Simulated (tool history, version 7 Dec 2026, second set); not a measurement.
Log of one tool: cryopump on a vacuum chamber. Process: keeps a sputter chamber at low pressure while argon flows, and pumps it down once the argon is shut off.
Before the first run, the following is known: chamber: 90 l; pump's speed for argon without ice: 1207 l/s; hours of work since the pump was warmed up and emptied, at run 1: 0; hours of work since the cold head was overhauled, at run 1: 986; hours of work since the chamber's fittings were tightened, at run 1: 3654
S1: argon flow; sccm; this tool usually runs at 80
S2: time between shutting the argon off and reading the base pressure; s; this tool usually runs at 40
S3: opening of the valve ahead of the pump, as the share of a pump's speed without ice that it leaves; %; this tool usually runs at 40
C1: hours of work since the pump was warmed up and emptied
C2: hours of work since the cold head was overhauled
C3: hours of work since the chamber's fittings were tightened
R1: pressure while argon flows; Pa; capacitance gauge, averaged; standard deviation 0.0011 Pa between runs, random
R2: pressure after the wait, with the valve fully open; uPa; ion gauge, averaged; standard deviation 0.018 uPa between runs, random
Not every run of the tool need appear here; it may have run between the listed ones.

run,day,S1,S2,S3,C1,C2,C3,R1,R2
1,0,80,40,40,0,986,3654,0.2816,2.86
# day 0.883: leaking fittings of the chamber tightened, without venting
2,1.675,80,40,40,27,1013,13,0.2835,2.55
3,3.029,80,124,40,50,1036,36,0.2845,1.03
4,3.892,80,34,40,64,1050,51,0.2839,2.94
5,4.929,80,40,50,82,1068,68,0.2278,2.52
6,5.804,80,40,40,97,1082,83,0.284,2.55
7,7.038,80,40,40,118,1103,104,0.2859,2.53
8,7.879,80,40,40,132,1117,118,0.2864,2.53
9,8.662,80,40,21,145,1131,131,0.5388,2.53
10,9.492,80,67,40,159,1145,145,0.2865,1.65
11,10.933,80,30,40,183,1169,170,0.2877,3.32
12,11.617,80,30,40,195,1181,181,0.2877,3.29
13,13.271,32,30,40,223,1209,209,0.1149,3.27
14,14.733,32,30,40,248,1233,234,0.1152,3.29
15,15.988,32,30,40,269,1254,255,0.1153,3.31
16,17.129,32,45,40,288,1274,274,0.115,2.3
17,17.962,147,40,40,302,1288,289,0.5387,2.57
18,18.717,80,165,40,315,1301,301,0.293,0.91
19,19.85,147,72,37,334,1320,321,0.5788,1.59
20,20.55,147,72,37,346,1332,332,0.5819,1.59
21,21.588,90,39,49,363,1349,350,0.2727,2.63
22,22.462,90,39,49,378,1364,365,0.2727,2.64
23,23.85,90,39,49,402,1387,388,0.2737,2.68
24,24.608,80,40,56,414,1400,401,0.2164,2.59
25,26.242,80,40,56,442,1428,429,0.2159,2.6
26,27.142,81,40,30,457,1443,444,0.3971,2.61
# day 28.467: pump warmed up, emptied and cooled again
27,28.883,81,39,30,7,1469,470,0.3807,2.64
28,29.758,35,200,48,22,1484,484,0.1032,0.78
29,31.346,53,98,25,49,1510,511,0.3017,1.27
30,32.208,114,161,29,63,1525,526,0.5573,0.9
31,32.921,49,36,53,75,1537,538,0.133,2.84
32,33.725,49,113,53,89,1551,551,0.1318,1.14
33,34.608,49,113,53,104,1566,566,0.1328,1.15

For each entry between runs, how does the tool's hidden state at the last listed run before it compare with that at the first listed run after it?
After run 1, before run 2: leaking fittings of the chamber tightened, without venting (day 0.883)
  pump's speed, % of a pump's without ice: 99.7 -> 99; cold plate's temperature, K: 12.57 -> 12.59; leak into the chamber, uPa l/s: 726 -> 346
  the result without the hidden state subtracted from the measured one, R1: +0.0016 -> +0.0024 Pa; R2: +0.37 -> +0.05 uPa
After run 26, before run 27: pump warmed up, emptied and cooled again (day 28.467)
  pump's speed, % of a pump's without ice: 88.1 -> 99.8; cold plate's temperature, K: 12.83 -> 12.85; leak into the chamber, uPa l/s: 391 -> 394
  the result without the hidden state subtracted from the measured one, R1: +0.0177 -> +0.0021 Pa; R2: +0.12 -> +0.08 uPa
